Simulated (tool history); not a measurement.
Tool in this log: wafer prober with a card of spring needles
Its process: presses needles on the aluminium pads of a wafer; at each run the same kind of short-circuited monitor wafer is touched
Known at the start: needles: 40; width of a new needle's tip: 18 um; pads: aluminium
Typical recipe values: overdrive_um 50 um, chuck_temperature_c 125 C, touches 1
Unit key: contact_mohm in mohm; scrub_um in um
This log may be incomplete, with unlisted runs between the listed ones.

run,hour,overdrive_um,chuck_temperature_c,touches,contact_mohm,scrub_um
1,0.0,50,125,1,203,6.64
2,29.1,50,125,1,206,6.65
3,55.6,50,48,1,187,6.66
4,79.3,50,125,1,207,6.61
5,108.0,50,125,1,206,6.66
6,124.5,50,125,1,206,6.66
7,138.3,50,125,1,205,6.68
8,152.5,50,125,1,206,6.66
9,180.5,49,125,1,208,6.53
10,212.0,49,41,1,186,6.53
11,233.2,49,41,1,184,6.54
12,257.3,49,41,1,190,6.51
13,283.6,49,41,1,183,6.54
14,313.0,49,41,1,185,6.52
15,331.8,49,41,1,184,6.54
16,360.4,50,125,1,204,6.65
17,381.4,50,125,1,205,6.67
18,413.0,50,80,1,198,6.65
19,425.9,67,125,1,197,8.92
20,440.3,67,124,3,194,8.92
21,453.8,50,36,1,185,6.67
22,470.6,62,44,1,180,8.25
23,484.7,52,72,2,196,6.94
24,510.5,55,73,1,191,7.33
25,532.3,55,73,1,193,7.33
26,546.9,54,48,1,185,7.19
27,571.4,47,54,2,190,6.23
28,598.2,47,54,2,191,6.24
29,620.6,50,125,2,206,6.67
30,651.6,50,125,2,208,6.65
31,674.6,50,75,1,195,6.67
32,688.0,50,63,1,190,6.64
33,708.8,50,63,1,190,6.64

Not shown: 21 entries that the log had between the listed runs. Between which runs, and how does the tool's hidden state differ before and after?
After run 1, before run 2: tips cleaned on abrasive film (hour 11.9)
  debris on the tips, nm: 0.2 -> 0.1
After run 2, before run 3: tips cleaned on abrasive film (hour 46.9)
  nothing in the hidden state changes from one run to the other
After run 4, before run 5: tips cleaned on abrasive film (hour 82.1)
  nothing in the hidden state changes from one run to the other
After run 5, before run 6: tips cleaned on abrasive film (hour 118.1)
  debris on the tips, nm: 0.2 -> 0.1
After run 7, before run 8: tips cleaned on abrasive film (hour 152.5)
  debris on the tips, nm: 0.2 -> 0
After run 9, before run 10: tips cleaned on abrasive film (hour 188.3)
  nothing in the hidden state changes from one run to the other
After run 10, before run 11: tips cleaned on abrasive film (hour 222.7)
  debris on the tips, nm: 0.2 -> 0.1
After run 11, before run 12: tips cleaned on abrasive film (hour 257.3)
  debris on the tips, nm: 0.1 -> 0
After run 13, before run 14: tips cleaned on abrasive film (hour 291.7)
  nothing in the hidden state changes from one run to the other
After run 14, before run 15: tips cleaned on abrasive film (hour 327.0)
  debris on the tips, nm: 0.2 -> 0.1
After run 16, before run 17: tips cleaned on abrasive film (hour 362.1)
  nothing in the hidden state changes from one run to the other
After run 17, before run 18: tips cleaned on abrasive film (hour 396.5)
  debris on the tips, nm: 0.2 -> 0.1
After run 19, before run 20: tips cleaned on abrasive film (hour 430.5)
  debris on the tips, nm: 0.2 -> 0.1; way that the needles fall short of the set height, um: 0 -> 0.01
After run 21, before run 22: tips cleaned on abrasive film (hour 466.8)
  debris on the tips, nm: 0.2 -> 0.1
After run 23, before run 24: tips cleaned on abrasive film (hour 500.5)
  debris on the tips, nm: 0.2 -> 0.1
After run 25, before run 26: tips cleaned on abrasive film (hour 536.8)
  debris on the tips, nm: 0.2 -> 0.1
After run 26, before run 27: tips cleaned on abrasive film (hour 571.4)
  debris on the tips, nm: 0.1 -> 0
After run 28, before run 29: tips cleaned on abrasive film (hour 605.5); height of the first contact set anew (hour 615.4)
  debris on the tips, nm: 0.2 -> 0.1; way that the needles fall short of the set height, um: 0.01 -> 0
After run 29, before run 30: tips cleaned on abrasive film (hour 641.5)
  nothing in the hidden state changes from one run to the other
After run 31, before run 32: tips cleaned on abrasive film (hour 676.1)
  debris on the tips, nm: 0.2 -> 0.1
